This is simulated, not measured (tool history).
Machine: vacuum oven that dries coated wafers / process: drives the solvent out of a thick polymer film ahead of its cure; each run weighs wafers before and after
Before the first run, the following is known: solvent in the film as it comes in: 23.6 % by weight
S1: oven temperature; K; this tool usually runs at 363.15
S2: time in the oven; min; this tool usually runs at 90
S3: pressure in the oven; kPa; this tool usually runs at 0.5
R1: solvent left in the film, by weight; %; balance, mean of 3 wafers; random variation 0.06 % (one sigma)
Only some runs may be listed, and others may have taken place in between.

run     day      S1   S2     S3     R1
  1       0  363.15   90    0.5   3.55
  2   1.112  363.15   90    0.5   3.47
  3   2.046  363.15   90    0.5   3.42
  4   2.821  354.15   90    0.5   7.18
  5   3.721  354.15   61    0.5   9.86
  6   4.304  363.15   59    0.5   6.05
  7   4.842  363.15   59    0.5    6.4
  8   5.854  363.15   59    0.5   6.26
  9   6.992  363.15   59    0.5   6.35
 10   7.854  363.15   59    0.5   6.16
 11   8.796  363.15   90  0.289   3.52
 12    9.85  363.15   90  0.289   3.53
 13  10.442  363.15   90    0.5    3.6
 14  11.104  363.15   90    0.5   3.53
 15  11.862  363.15   90    0.5   3.57
 16  12.512  355.15   90    0.5    6.9
 17   13.25  355.15   90    0.5   6.89
 18  14.267  355.15   90    0.5   6.92
 19  15.179  355.15   90    0.5   7.01
 20  15.825  362.15   62  0.893   6.56
 21  16.854  362.15   62  0.893    6.5
 22  17.912  357.15   91  1.245   6.21
 23  18.758  350.15  150  0.799   5.75
 24  19.604  350.15  150  0.799   5.67
 25  20.396  366.15   45  1.638   7.29
 26  20.983  366.15   65  0.647    4.7
 27  21.467  350.15   65  0.647  11.18
 28  22.379  350.15   56  0.781  12.24
 29  22.912  367.15   86  0.781   2.63
 30  23.471  367.15  120  0.635   1.28
 31  24.054  367.15  120  0.635   1.29
 32  24.612  367.15  120  0.635   1.32
 33  25.125  363.15   90  0.389   3.72
 34   26.15  358.15   90    0.5   5.72
 35  26.638  349.15  149  0.393   6.26

Each row is a separate what-if for the run after 35, all from the same tool condition, not one after another. Results?
  A  27.754  357.15   94  0.904   ?
  B  27.754  376.15  124  0.777   ?
  C  27.754  370.15   64  0.632   ?
  D  27.754  368.15  104  1.917   ?
  E  27.754  373.15   90    0.5   ?

run    R1
  A  6.08
  B  0.37
  C  3.32
  D  1.97
  E  1.12
Without the tool's unlogged condition, the same runs would have read:
run    R1
  A  5.57
  B  0.26
  C  2.94
  D  1.68
  E  0.89
